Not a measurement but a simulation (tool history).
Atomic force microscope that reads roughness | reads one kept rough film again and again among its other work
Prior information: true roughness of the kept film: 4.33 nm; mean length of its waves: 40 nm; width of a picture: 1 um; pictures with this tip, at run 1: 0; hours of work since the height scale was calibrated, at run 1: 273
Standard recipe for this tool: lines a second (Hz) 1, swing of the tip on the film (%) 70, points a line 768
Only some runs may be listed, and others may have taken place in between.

run	day	lines a second (Hz)	swing of the tip on the film (%)	points a line	pictures with this tip	hours of work since the height scale was calibrated	roughness of the kept film (nm (root mean square))
1	0	1	70	768	0	273	3.802
2	1.138	1	70	768	50	291	3.673
3	2.188	1	70	768	96	307	3.564
4	2.842	1	70	768	125	317	3.487
5	3.492	1	88	768	154	327	3.211
6	4.633	1	70	601	204	345	3.312
7	5.95	1	70	601	263	365	3.221
8	6.704	1	70	601	296	377	3.138
9	7.879	1	70	364	348	395	3.06
# day 8.525: new tip fitted
10	8.588	1	70	768	3	406	3.795
11	9.529	1	70	768	45	421	3.679
12	10.192	1	70	768	74	431	3.623
13	11.488	1	70	578	131	451	3.444
14	12.408	1	70	578	172	465	3.352
15	13.738	1	70	578	231	486	3.285
16	14.704	1	70	578	274	501	3.202
17	16.15	1	70	578	337	524	3.091
# day 17.079: new tip fitted
18	17.558	0.84	70	768	21	545	3.796
19	18.525	0.84	70	768	63	560	3.681
20	19.15	0.84	70	768	91	570	3.593
21	20	0.84	70	473	129	583	3.548
22	21.242	1	70	768	184	602	3.366
23	22.383	1	64	768	234	620	3.3
# day 22.504: height scale calibrated on a step standard
24	23.7	1	64	768	291	19	3.206
25	24.638	1	64	768	332	33	3.138
# day 25.642: new tip fitted
26	26.108	1	64	768	21	56	3.854
27	27.496	1	64	768	82	77	3.661
28	28.171	0.9	60	1010	112	88	3.655
29	29.608	0.9	60	1010	176	110	3.469
30	30.867	0.9	58	1020	231	130	3.382
# day 31.642: height scale calibrated on a step standard, once more
31	31.667	0.9	58	639	265	0	3.256
32	33.033	0.9	58	639	325	22	3.18
33	33.942	0.9	58	639	365	36	3.107
# day 34.288: new tip fitted
34	35.042	1	58	684	33	52	3.847
35	35.933	2.21	61	758	73	66	3.565
36	37.446	3.11	60	795	139	90	3.351
37	38.383	2.08	70	768	181	104	3.202
38	39.042	1	58	832	210	115	3.412
39	40.208	1	58	832	261	133	3.313
40	41.683	1	78	699	327	156	3.008
# day 42.879: new tip fitted
41	43.267	1	78	699	17	180	3.653
42	44.804	1	78	699	85	204	3.499
43	46.188	1	78	699	146	225	3.365
44	46.833	1	78	699	174	235	3.296
45	47.662	1	78	699	211	248	3.241
46	48.321	1.75	60	972	240	258	3.262
47	49.554	1	81	623	295	278	3.008
48	51.017	3.55	75	258	359	300	2.517
# day 51.442: new tip fitted
49	52.6	2.9	80	599	51	325	3.038
50	53.642	1.13	72	353	97	341	3.521
51	54.508	1.13	72	353	136	354	3.421
52	55.217	0.69	62	480	167	365	3.496
53	56.675	0.51	70	653	231	388	3.391
54	58.229	1.11	62	918	300	412	3.218

How would selected steps in roughness of the kept film (nm (root mean square)) from run to run divide? Give the signed amount a tool lacking its hidden state would still show from settings, what came in and random variation, and the signed amount left for the hidden state, including any gauge scatter that is not in both of the compared results.
The hidden state here: radius of the tip, nm; height scale over the true one, %; drift of the gauge itself on roughness_nm, %.
Run 9 -> 10: points a line 364 -> 768, new tip fitted. roughness of the kept film (nm (root mean square)) +0.735: hidden state +0.739, all else -0.004.
Run 25 -> 26: new tip fitted. roughness of the kept film (nm (root mean square)) +0.716: hidden state +0.714, all else +0.002.
Run 33 -> 34: lines a second (Hz) 0.9 -> 1, points a line 639 -> 684, new tip fitted. roughness of the kept film (nm (root mean square)) +0.74: hidden state +0.747, all else -0.007.
